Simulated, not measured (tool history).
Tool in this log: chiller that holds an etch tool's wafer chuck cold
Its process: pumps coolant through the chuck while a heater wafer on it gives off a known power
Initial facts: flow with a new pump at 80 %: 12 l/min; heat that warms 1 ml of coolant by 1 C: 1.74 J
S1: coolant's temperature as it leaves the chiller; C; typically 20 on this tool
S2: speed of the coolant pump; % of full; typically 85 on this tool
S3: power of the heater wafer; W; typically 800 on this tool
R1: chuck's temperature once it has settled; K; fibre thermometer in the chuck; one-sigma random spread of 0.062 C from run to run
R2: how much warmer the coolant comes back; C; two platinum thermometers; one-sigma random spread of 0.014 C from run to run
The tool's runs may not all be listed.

run    hour  S1  S2   S3      R1    R2
  1     0.0  20  85  800  299.18  2.34
  2   108.0  22  85  800  301.06  2.33
  3   262.1  22  85  800  301.05  2.32
  4   368.9  22  85  800  301.11  2.33
  5   514.8  20  63  800  300.92  3.20
  6   662.0  20  68  800  300.38  2.99
  7   816.3  12  68  800  292.49  3.01
  8   905.5  12  68  800  292.39  2.99
  9  1002.4  12  68  800  292.37  2.99
 10  1141.8  15  68  800  295.32  2.98
 11  1274.5  15  68  800  295.42  2.99
 12  1374.4  15  68  800  295.35  3.01
 13  1469.5  15  68  800  295.59  3.01
 14  1598.5  15  68  800  295.42  3.01
 15  1771.2  15  68  927  296.68  3.47
 16  1904.1  15  68  927  296.76  3.47
 17  2033.0  20  85  800  299.41  2.37
 18  2176.4  20  85  800  299.32  2.36
 19  2360.7  20  85  800  299.36  2.37
 20  2438.1  13  86  663  291.13  1.96
     2480.9  -- coolant changed, channels flushed
 21  2573.4  13  86  663  290.35  1.95
 22  2657.4  13  64  899  293.55  3.65
 23  2777.7  16  82  658  293.58  2.06
 24  2867.6  14  85  867  292.79  2.61
 25  3049.4  23  85  867  301.76  2.60
 26  3166.1  11  76  867  290.42  2.93
     3181.0  -- coolant pump overhauled
 27  3284.5  20  75  830  298.52  2.57
 28  3454.6  17  73  411  292.82  1.30
 29  3636.8  17  73  411  292.88  1.30

For run 30, what comes out?
 30  3756.1  20  63  966   ?   ?

{"run 30": {"R1": 300.7, "R2": 3.57}}
With no hidden state in the tool, this same run would have given R1 300.67 K, R2 3.56 C.

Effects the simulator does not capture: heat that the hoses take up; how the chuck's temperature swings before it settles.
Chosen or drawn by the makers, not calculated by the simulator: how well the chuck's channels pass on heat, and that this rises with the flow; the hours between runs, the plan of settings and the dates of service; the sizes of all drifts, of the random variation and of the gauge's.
